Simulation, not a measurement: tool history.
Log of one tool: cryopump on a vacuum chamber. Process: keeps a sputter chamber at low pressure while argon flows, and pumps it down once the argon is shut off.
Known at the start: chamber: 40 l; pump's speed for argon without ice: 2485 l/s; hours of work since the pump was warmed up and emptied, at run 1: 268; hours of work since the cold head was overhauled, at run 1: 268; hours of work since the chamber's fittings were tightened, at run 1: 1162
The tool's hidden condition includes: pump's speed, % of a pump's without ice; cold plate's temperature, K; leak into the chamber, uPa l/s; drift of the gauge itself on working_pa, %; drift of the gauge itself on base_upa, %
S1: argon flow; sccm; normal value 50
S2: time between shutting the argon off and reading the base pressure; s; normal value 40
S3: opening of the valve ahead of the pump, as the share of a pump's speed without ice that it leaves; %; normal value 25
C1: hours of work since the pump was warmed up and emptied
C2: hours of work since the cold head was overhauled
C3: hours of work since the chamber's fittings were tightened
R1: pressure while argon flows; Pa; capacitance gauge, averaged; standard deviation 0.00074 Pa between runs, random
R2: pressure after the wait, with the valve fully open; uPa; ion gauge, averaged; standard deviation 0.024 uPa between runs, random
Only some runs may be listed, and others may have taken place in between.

{"run": 1, "day": 0.0, "S1": 50, "S2": 40, "S3": 25, "C1": 268, "C2": 268, "C3": 1162, "R1": 0.1391, "R2": 1.25}
{"run": 2, "day": 0.338, "S1": 50, "S2": 40, "S3": 25, "C1": 272, "C2": 272, "C3": 1166, "R1": 0.1392, "R2": 1.25}
{"run": 3, "day": 0.775, "S1": 50, "S2": 40, "S3": 25, "C1": 277, "C2": 277, "C3": 1171, "R1": 0.1393, "R2": 1.23}
{"run": 4, "day": 1.146, "S1": 50, "S2": 40, "S3": 25, "C1": 281, "C2": 281, "C3": 1175, "R1": 0.1391, "R2": 1.28}
{"run": 5, "day": 1.7, "S1": 50, "S2": 40, "S3": 25, "C1": 288, "C2": 288, "C3": 1181, "R1": 0.1389, "R2": 1.27}
{"run": 6, "day": 2.112, "S1": 50, "S2": 40, "S3": 25, "C1": 292, "C2": 292, "C3": 1186, "R1": 0.1394, "R2": 1.26}
{"run": 7, "day": 2.646, "S1": 50, "S2": 40, "S3": 25, "C1": 298, "C2": 298, "C3": 1192, "R1": 0.1408, "R2": 1.29}
{"run": 8, "day": 3.104, "S1": 50, "S2": 40, "S3": 25, "C1": 303, "C2": 303, "C3": 1197, "R1": 0.1411, "R2": 1.25}
{"run": 9, "day": 3.562, "S1": 50, "S2": 40, "S3": 25, "C1": 309, "C2": 309, "C3": 1202, "R1": 0.1391, "R2": 1.25}
{"run": 10, "day": 3.838, "S1": 50, "S2": 40, "S3": 25, "C1": 312, "C2": 312, "C3": 1205, "R1": 0.1404, "R2": 1.29}
{"run": 11, "day": 4.425, "S1": 50, "S2": 40, "S3": 25, "C1": 318, "C2": 318, "C3": 1212, "R1": 0.1395, "R2": 1.25}
{"run": 12, "day": 4.762, "S1": 50, "S2": 40, "S3": 25, "C1": 322, "C2": 322, "C3": 1216, "R1": 0.1383, "R2": 1.26}
{"run": 13, "day": 5.379, "S1": 50, "S2": 40, "S3": 25, "C1": 329, "C2": 329, "C3": 1223, "R1": 0.1404, "R2": 1.3}
{"run": 14, "day": 5.917, "S1": 50, "S2": 40, "S3": 25, "C1": 335, "C2": 335, "C3": 1229, "R1": 0.141, "R2": 1.24}
{"run": 15, "day": 6.379, "S1": 50, "S2": 40, "S3": 25, "C1": 340, "C2": 340, "C3": 1234, "R1": 0.1405, "R2": 1.29}
{"run": 16, "day": 6.938, "S1": 50, "S2": 40, "S3": 25, "C1": 347, "C2": 347, "C3": 1240, "R1": 0.1399, "R2": 1.28}
{"run": 17, "day": 7.383, "S1": 28, "S2": 40, "S3": 25, "C1": 352, "C2": 352, "C3": 1245, "R1": 0.0788, "R2": 1.28}
{"run": 18, "day": 7.854, "S1": 28, "S2": 40, "S3": 25, "C1": 357, "C2": 357, "C3": 1250, "R1": 0.0781, "R2": 1.28}
{"run": 19, "day": 8.271, "S1": 28, "S2": 40, "S3": 25, "C1": 362, "C2": 362, "C3": 1255, "R1": 0.0783, "R2": 1.28}
{"run": 20, "day": 8.754, "S1": 30, "S2": 40, "S3": 18, "C1": 367, "C2": 367, "C3": 1261, "R1": 0.1148, "R2": 1.27}
{"run": 21, "day": 9.204, "S1": 30, "S2": 66, "S3": 59, "C1": 372, "C2": 372, "C3": 1266, "R1": 0.038, "R2": 1.0}
{"run": 22, "day": 9.833, "S1": 50, "S2": 77, "S3": 25, "C1": 379, "C2": 379, "C3": 1273, "R1": 0.1398, "R2": 0.94}
{"day": 10.246, "done": "leaking fittings of the chamber tightened, without venting"}
{"run": 23, "day": 10.396, "S1": 45, "S2": 34, "S3": 37, "C1": 385, "C2": 385, "C3": 2, "R1": 0.0864, "R2": 1.01}
{"run": 24, "day": 10.95, "S1": 50, "S2": 89, "S3": 25, "C1": 391, "C2": 391, "C3": 8, "R1": 0.1403, "R2": 0.52}
{"run": 25, "day": 11.238, "S1": 25, "S2": 37, "S3": 25, "C1": 394, "C2": 394, "C3": 11, "R1": 0.071, "R2": 0.9}
{"run": 26, "day": 11.512, "S1": 50, "S2": 262, "S3": 25, "C1": 397, "C2": 397, "C3": 14, "R1": 0.141, "R2": 0.29}
{"run": 27, "day": 11.854, "S1": 97, "S2": 137, "S3": 22, "C1": 401, "C2": 401, "C3": 18, "R1": 0.3111, "R2": 0.38}
{"run": 28, "day": 12.171, "S1": 63, "S2": 92, "S3": 25, "C1": 405, "C2": 405, "C3": 22, "R1": 0.1772, "R2": 0.47}
{"run": 29, "day": 12.7, "S1": 95, "S2": 87, "S3": 44, "C1": 411, "C2": 411, "C3": 28, "R1": 0.156, "R2": 0.53}
{"run": 30, "day": 13.271, "S1": 95, "S2": 87, "S3": 44, "C1": 417, "C2": 417, "C3": 34, "R1": 0.1559, "R2": 0.52}
{"run": 31, "day": 13.708, "S1": 50, "S2": 67, "S3": 41, "C1": 422, "C2": 422, "C3": 39, "R1": 0.0881, "R2": 0.65}
{"run": 32, "day": 14.262, "S1": 28, "S2": 67, "S3": 28, "C1": 428, "C2": 428, "C3": 45, "R1": 0.0717, "R2": 0.59}
{"run": 33, "day": 14.542, "S1": 28, "S2": 67, "S3": 28, "C1": 431, "C2": 431, "C3": 48, "R1": 0.0709, "R2": 0.64}
{"run": 34, "day": 15.167, "S1": 23, "S2": 67, "S3": 28, "C1": 438, "C2": 438, "C3": 55, "R1": 0.0588, "R2": 0.6}

What if the next run were any one of these 4? Each begins from the tool's condition after run 34:
{"run": "A", "day": 15.483, "S1": 23, "S2": 67, "S3": 30, "C1": 442, "C2": 442, "C3": 59, "R1": "?", "R2": "?"}
{"run": "B", "day": 15.483, "S1": 46, "S2": 28, "S3": 16, "C1": 442, "C2": 442, "C3": 59, "R1": "?", "R2": "?"}
{"run": "C", "day": 15.483, "S1": 61, "S2": 33, "S3": 48, "C1": 442, "C2": 442, "C3": 59, "R1": "?", "R2": "?"}
{"run": "D", "day": 15.483, "S1": 56, "S2": 110, "S3": 15, "C1": 442, "C2": 442, "C3": 59, "R1": "?", "R2": "?"}

run=A R1=0.0552 R2=0.62
run=B R1=0.1999 R2=1.28
run=C R1=0.0933 R2=1.10
run=D R1=0.2582 R2=0.45
Without the tool's hidden state the same runs would have given:
run=A R1=0.0527 R2=0.57
run=B R1=0.1949 R2=1.22
run=C R1=0.0867 R2=1.04
run=D R1=0.2521 R2=0.39
